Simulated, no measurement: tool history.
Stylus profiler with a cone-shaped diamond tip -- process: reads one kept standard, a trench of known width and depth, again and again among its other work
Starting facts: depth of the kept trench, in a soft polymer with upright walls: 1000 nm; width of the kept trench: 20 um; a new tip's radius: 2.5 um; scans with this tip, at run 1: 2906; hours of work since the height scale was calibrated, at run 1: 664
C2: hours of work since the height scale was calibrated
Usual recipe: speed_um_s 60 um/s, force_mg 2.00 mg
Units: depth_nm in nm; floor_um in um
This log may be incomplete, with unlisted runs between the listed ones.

{"run": 1, "hour": 0.0, "speed_um_s": 60, "force_mg": 2.0, "scans with this tip": 2906, "C2": 664, "depth_nm": 1009.07, "floor_um": 15.1}
{"run": 2, "hour": 16.6, "speed_um_s": 141, "force_mg": 2.0, "scans with this tip": 2957, "C2": 675, "depth_nm": 1009.3, "floor_um": 14.62}
{"run": 3, "hour": 36.9, "speed_um_s": 141, "force_mg": 2.0, "scans with this tip": 3019, "C2": 690, "depth_nm": 1009.06, "floor_um": 14.57}
{"run": 4, "hour": 53.4, "speed_um_s": 141, "force_mg": 2.0, "scans with this tip": 3069, "C2": 701, "depth_nm": 1009.51, "floor_um": 14.54}
{"run": 5, "hour": 74.3, "speed_um_s": 141, "force_mg": 0.81, "scans with this tip": 3133, "C2": 716, "depth_nm": 1004.49, "floor_um": 14.06}
{"run": 6, "hour": 91.2, "speed_um_s": 141, "force_mg": 0.81, "scans with this tip": 3185, "C2": 727, "depth_nm": 1004.1, "floor_um": 14.09}
{"run": 7, "hour": 118.0, "speed_um_s": 35, "force_mg": 2.0, "scans with this tip": 3267, "C2": 746, "depth_nm": 1008.99, "floor_um": 15.11}
{"run": 8, "hour": 149.9, "speed_um_s": 35, "force_mg": 2.0, "scans with this tip": 3364, "C2": 768, "depth_nm": 1009.11, "floor_um": 15.05}
{"run": 9, "hour": 180.2, "speed_um_s": 77, "force_mg": 2.0, "scans with this tip": 3456, "C2": 789, "depth_nm": 1008.85, "floor_um": 14.87}
{"run": 10, "hour": 207.5, "speed_um_s": 60, "force_mg": 5.94, "scans with this tip": 3540, "C2": 808, "depth_nm": 1021.05, "floor_um": 15.15}
{"run": 11, "hour": 239.8, "speed_um_s": 60, "force_mg": 5.94, "scans with this tip": 3638, "C2": 831, "depth_nm": 1021.22, "floor_um": 15.08}
{"run": 12, "hour": 265.7, "speed_um_s": 60, "force_mg": 2.0, "scans with this tip": 3717, "C2": 849, "depth_nm": 1008.61, "floor_um": 14.91}
{"run": 13, "hour": 290.7, "speed_um_s": 60, "force_mg": 2.0, "scans with this tip": 3794, "C2": 866, "depth_nm": 1008.0, "floor_um": 14.92}
{"run": 14, "hour": 311.0, "speed_um_s": 60, "force_mg": 2.0, "scans with this tip": 3856, "C2": 881, "depth_nm": 1008.72, "floor_um": 14.91}
{"run": 15, "hour": 339.0, "speed_um_s": 60, "force_mg": 2.0, "scans with this tip": 3941, "C2": 900, "depth_nm": 1008.71, "floor_um": 14.89}
{"run": 16, "hour": 366.1, "speed_um_s": 60, "force_mg": 2.0, "scans with this tip": 4024, "C2": 919, "depth_nm": 1008.56, "floor_um": 14.88}
{"run": 17, "hour": 398.5, "speed_um_s": 49, "force_mg": 2.0, "scans with this tip": 4123, "C2": 942, "depth_nm": 1008.54, "floor_um": 14.91}
{"run": 18, "hour": 418.5, "speed_um_s": 112, "force_mg": 2.0, "scans with this tip": 4184, "C2": 955, "depth_nm": 1008.32, "floor_um": 14.48}
{"run": 19, "hour": 448.4, "speed_um_s": 112, "force_mg": 2.0, "scans with this tip": 4275, "C2": 976, "depth_nm": 1007.9, "floor_um": 14.52}
{"run": 20, "hour": 469.0, "speed_um_s": 112, "force_mg": 2.0, "scans with this tip": 4338, "C2": 991, "depth_nm": 1008.6, "floor_um": 14.48}
{"run": 21, "hour": 487.7, "speed_um_s": 112, "force_mg": 2.0, "scans with this tip": 4395, "C2": 1004, "depth_nm": 1008.39, "floor_um": 14.47}
{"run": 22, "hour": 502.7, "speed_um_s": 112, "force_mg": 2.0, "scans with this tip": 4441, "C2": 1014, "depth_nm": 1008.42, "floor_um": 14.5}
{"run": 23, "hour": 535.3, "speed_um_s": 112, "force_mg": 2.0, "scans with this tip": 4540, "C2": 1037, "depth_nm": 1008.22, "floor_um": 14.44}
{"run": 24, "hour": 563.8, "speed_um_s": 133, "force_mg": 2.02, "scans with this tip": 4627, "C2": 1057, "depth_nm": 1008.32, "floor_um": 14.3}
{"run": 25, "hour": 593.3, "speed_um_s": 133, "force_mg": 2.02, "scans with this tip": 4717, "C2": 1077, "depth_nm": 1007.83, "floor_um": 14.29}
{"run": 26, "hour": 613.8, "speed_um_s": 48, "force_mg": 2.55, "scans with this tip": 4780, "C2": 1092, "depth_nm": 1009.7, "floor_um": 14.79}
{"run": 27, "hour": 647.8, "speed_um_s": 49, "force_mg": 1.49, "scans with this tip": 4884, "C2": 1115, "depth_nm": 1005.72, "floor_um": 14.72}
{"run": 28, "hour": 670.9, "speed_um_s": 183, "force_mg": 0.97, "scans with this tip": 4954, "C2": 1132, "depth_nm": 1003.55, "floor_um": 13.43}
{"run": 29, "hour": 701.4, "speed_um_s": 40, "force_mg": 3.07, "scans with this tip": 5047, "C2": 1153, "depth_nm": 1011.73, "floor_um": 14.84}
{"run": 30, "hour": 734.3, "speed_um_s": 38, "force_mg": 2.82, "scans with this tip": 5148, "C2": 1176, "depth_nm": 1010.78, "floor_um": 14.8}
{"run": 31, "hour": 763.6, "speed_um_s": 58, "force_mg": 5.12, "scans with this tip": 5237, "C2": 1196, "depth_nm": 1017.22, "floor_um": 14.79}
{"run": 32, "hour": 779.4, "speed_um_s": 32, "force_mg": 1.28, "scans with this tip": 5286, "C2": 1207, "depth_nm": 1004.78, "floor_um": 14.74}
{"run": 33, "hour": 794.2, "speed_um_s": 177, "force_mg": 1.63, "scans with this tip": 5330, "C2": 1217, "depth_nm": 1006.2, "floor_um": 13.77}
{"run": 34, "hour": 823.8, "speed_um_s": 177, "force_mg": 1.63, "scans with this tip": 5421, "C2": 1238, "depth_nm": 1006.02, "floor_um": 13.79}

Expected results for the next run?
{"run": 35, "hour": 840.6, "speed_um_s": 177, "force_mg": 1.63, "scans with this tip": 5472, "C2": 1250, "depth_nm": "?", "floor_um": "?"}

depth_nm: 1006.09 nm
floor_um: 13.77 um
Were there no unlogged condition in the tool, this run, its random variation unchanged, would have produced depth_nm 1010.03 nm, floor_um 14.83 um.

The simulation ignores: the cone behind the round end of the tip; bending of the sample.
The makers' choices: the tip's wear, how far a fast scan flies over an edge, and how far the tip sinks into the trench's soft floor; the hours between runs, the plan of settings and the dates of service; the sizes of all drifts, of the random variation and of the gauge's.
